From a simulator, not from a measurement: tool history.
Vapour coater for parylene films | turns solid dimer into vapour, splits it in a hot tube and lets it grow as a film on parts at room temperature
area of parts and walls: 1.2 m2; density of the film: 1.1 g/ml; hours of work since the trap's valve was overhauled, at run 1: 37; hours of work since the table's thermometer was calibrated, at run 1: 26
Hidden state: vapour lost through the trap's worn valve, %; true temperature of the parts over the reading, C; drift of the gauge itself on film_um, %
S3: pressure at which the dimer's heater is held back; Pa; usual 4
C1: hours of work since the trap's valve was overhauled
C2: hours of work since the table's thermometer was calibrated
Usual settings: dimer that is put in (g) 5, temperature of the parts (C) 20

run 1 hour=0 | dimer_that_is_put_in_(g)=5 temperature_of_the_parts_(C)=20 S3=4 | C1=37 C2=26 | thickness_of_the_film_(nm)=2010
run 2 hour=16.1 | dimer_that_is_put_in_(g)=5 temperature_of_the_parts_(C)=20 S3=4 | C1=44 C2=34 | thickness_of_the_film_(nm)=2080
run 3 hour=31.6 | dimer_that_is_put_in_(g)=5 temperature_of_the_parts_(C)=20 S3=4 | C1=52 C2=41 | thickness_of_the_film_(nm)=2030
run 4 hour=46.4 | dimer_that_is_put_in_(g)=5 temperature_of_the_parts_(C)=31 S3=4 | C1=59 C2=48 | thickness_of_the_film_(nm)=1710
run 5 hour=66 | dimer_that_is_put_in_(g)=5 temperature_of_the_parts_(C)=31 S3=4 | C1=68 C2=57 | thickness_of_the_film_(nm)=1680
run 6 hour=77.3 | dimer_that_is_put_in_(g)=5 temperature_of_the_parts_(C)=31 S3=4 | C1=73 C2=63 | thickness_of_the_film_(nm)=1680
run 7 hour=87.4 | dimer_that_is_put_in_(g)=5 temperature_of_the_parts_(C)=31 S3=4 | C1=78 C2=67 | thickness_of_the_film_(nm)=1690
run 8 hour=100.4 | dimer_that_is_put_in_(g)=5 temperature_of_the_parts_(C)=20 S3=5.14 | C1=84 C2=73 | thickness_of_the_film_(nm)=1900
-- hour=106.2 trap's valve overhauled
run 9 hour=117.3 | dimer_that_is_put_in_(g)=5 temperature_of_the_parts_(C)=20 S3=5.14 | C1=5 C2=79 | thickness_of_the_film_(nm)=1870
run 10 hour=133.4 | dimer_that_is_put_in_(g)=5 temperature_of_the_parts_(C)=20 S3=5.14 | C1=13 C2=87 | thickness_of_the_film_(nm)=1830
run 11 hour=153.2 | dimer_that_is_put_in_(g)=5 temperature_of_the_parts_(C)=20 S3=5.14 | C1=22 C2=96 | thickness_of_the_film_(nm)=1810
run 12 hour=167.7 | dimer_that_is_put_in_(g)=5 temperature_of_the_parts_(C)=20 S3=5.14 | C1=29 C2=103 | thickness_of_the_film_(nm)=1840
run 13 hour=179.6 | dimer_that_is_put_in_(g)=5 temperature_of_the_parts_(C)=32 S3=4.59 | C1=34 C2=109 | thickness_of_the_film_(nm)=1540
run 14 hour=188.6 | dimer_that_is_put_in_(g)=5 temperature_of_the_parts_(C)=32 S3=4.59 | C1=39 C2=113 | thickness_of_the_film_(nm)=1570
-- hour=194.2 trap's valve overhauled, once more
run 15 hour=208.1 | dimer_that_is_put_in_(g)=7 temperature_of_the_parts_(C)=20 S3=3.31 | C1=7 C2=120 | thickness_of_the_film_(nm)=2970
run 16 hour=223.8 | dimer_that_is_put_in_(g)=5 temperature_of_the_parts_(C)=12 S3=4.61 | C1=14 C2=128 | thickness_of_the_film_(nm)=2240
run 17 hour=239.9 | dimer_that_is_put_in_(g)=3 temperature_of_the_parts_(C)=12 S3=3.11 | C1=21 C2=135 | thickness_of_the_film_(nm)=1490
run 18 hour=248.6 | dimer_that_is_put_in_(g)=8 temperature_of_the_parts_(C)=12 S3=4.73 | C1=26 C2=139 | thickness_of_the_film_(nm)=3570
run 19 hour=262.1 | dimer_that_is_put_in_(g)=8 temperature_of_the_parts_(C)=12 S3=4.73 | C1=32 C2=146 | thickness_of_the_film_(nm)=3540
run 20 hour=271.2 | dimer_that_is_put_in_(g)=5 temperature_of_the_parts_(C)=16 S3=2.87 | C1=36 C2=150 | thickness_of_the_film_(nm)=2350
run 21 hour=282.2 | dimer_that_is_put_in_(g)=6 temperature_of_the_parts_(C)=22 S3=2.07 | C1=41 C2=155 | thickness_of_the_film_(nm)=2710
run 22 hour=293.9 | dimer_that_is_put_in_(g)=6 temperature_of_the_parts_(C)=22 S3=2.07 | C1=47 C2=161 | thickness_of_the_film_(nm)=2730

Measured less the same run without the tool's hidden state. The same run-to-run variation is in both; the gauge's scatter may not be:
run=1 thickness_of_the_film_(nm)=-30
run=2 thickness_of_the_film_(nm)=-40
run=3 thickness_of_the_film_(nm)=-40
run=4 thickness_of_the_film_(nm)=-40
run=5 thickness_of_the_film_(nm)=-40
run=6 thickness_of_the_film_(nm)=-50
run=7 thickness_of_the_film_(nm)=-50
run=8 thickness_of_the_film_(nm)=-60
run=9 thickness_of_the_film_(nm)=-90
run=10 thickness_of_the_film_(nm)=-100
run=11 thickness_of_the_film_(nm)=-100
run=12 thickness_of_the_film_(nm)=-100
run=13 thickness_of_the_film_(nm)=-90
run=14 thickness_of_the_film_(nm)=-90
run=15 thickness_of_the_film_(nm)=-20
run=16 thickness_of_the_film_(nm)=-20
run=17 thickness_of_the_film_(nm)=-20
run=18 thickness_of_the_film_(nm)=-40
run=19 thickness_of_the_film_(nm)=-50
run=20 thickness_of_the_film_(nm)=-40
run=21 thickness_of_the_film_(nm)=-50
run=22 thickness_of_the_film_(nm)=-60
